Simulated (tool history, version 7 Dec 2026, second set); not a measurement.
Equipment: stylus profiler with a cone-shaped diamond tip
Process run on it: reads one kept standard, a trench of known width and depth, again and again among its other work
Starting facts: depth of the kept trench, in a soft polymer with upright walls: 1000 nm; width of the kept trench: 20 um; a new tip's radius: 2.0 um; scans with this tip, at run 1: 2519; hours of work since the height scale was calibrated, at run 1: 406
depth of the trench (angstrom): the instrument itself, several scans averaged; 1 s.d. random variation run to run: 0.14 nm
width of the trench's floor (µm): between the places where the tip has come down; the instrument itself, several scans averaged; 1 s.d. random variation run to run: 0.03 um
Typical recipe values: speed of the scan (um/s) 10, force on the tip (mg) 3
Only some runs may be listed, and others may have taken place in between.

| run | day | speed of the scan (um/s) | force on the tip (mg) | scans with this tip | hours of work since the height scale was calibrated | depth of the trench (angstrom) | width of the trench's floor (µm) |
|---|---|---|---|---|---|---|---|
| 1 | 0 | 10 | 3 | 2519 | 406 | 10113.4 | 15.92 |
| 2 | 1.296 | 13 | 3 | 2652 | 427 | 10114.8 | 15.89 |
| 3 | 2.633 | 10 | 5.15 | 2789 | 449 | 10161.8 | 15.88 |
| 4 | 3.383 | 27 | 3 | 2866 | 461 | 10113.8 | 15.8 |
| 5 | 4.775 | 10 | 3 | 3009 | 484 | 10115.9 | 15.79 |
| 6 | 5.721 | 10 | 3 | 3106 | 500 | 10115.8 | 15.81 |
| 7 | 6.929 | 10 | 3 | 3230 | 520 | 10114.4 | 15.78 |
| 8 | 8.242 | 5 | 7.58 | 3365 | 542 | 10204.5 | 15.78 |
| 9 | 9.258 | 15 | 3.83 | 3469 | 558 | 10138.2 | 15.71 |
| 10 | 10.625 | 15 | 3.83 | 3609 | 581 | 10136.8 | 15.66 |
| 11 | 11.521 | 15 | 3.83 | 3701 | 596 | 10136 | 15.68 |
| 12 | 12.671 | 2 | 4.06 | 3819 | 615 | 10139.9 | 15.63 |
| 13 | 13.608 | 37 | 3 | 3915 | 630 | 10116.7 | 15.52 |
| 14 | 14.938 | 37 | 3 | 4052 | 652 | 10119.1 | 15.58 |

Consider 3 possible next runs. They are alternatives, not a sequence: every one starts from the tool as it was left by run 14. What does each give?
| A | 15.779 | 18 | 6 | 4138 | 666 | ? | ? |
| B | 15.779 | 36 | 3 | 4138 | 666 | ? | ? |
| C | 15.779 | 8 | 2.4 | 4138 | 666 | ? | ? |

| run | depth of the trench (angstrom) | width of the trench's floor (µm) |
|---|---|---|
| A | 10180 | 15.56 |
| B | 10119.3 | 15.53 |
| C | 10105.1 | 15.65 |
With the hidden condition removed and each run's random variation left untouched, the same runs would have given:
| run | depth of the trench (angstrom) | width of the trench's floor (µm) |
|---|---|---|
| A | 10164.1 | 16.5 |
| B | 10103.6 | 16.46 |
| C | 10089.4 | 16.59 |
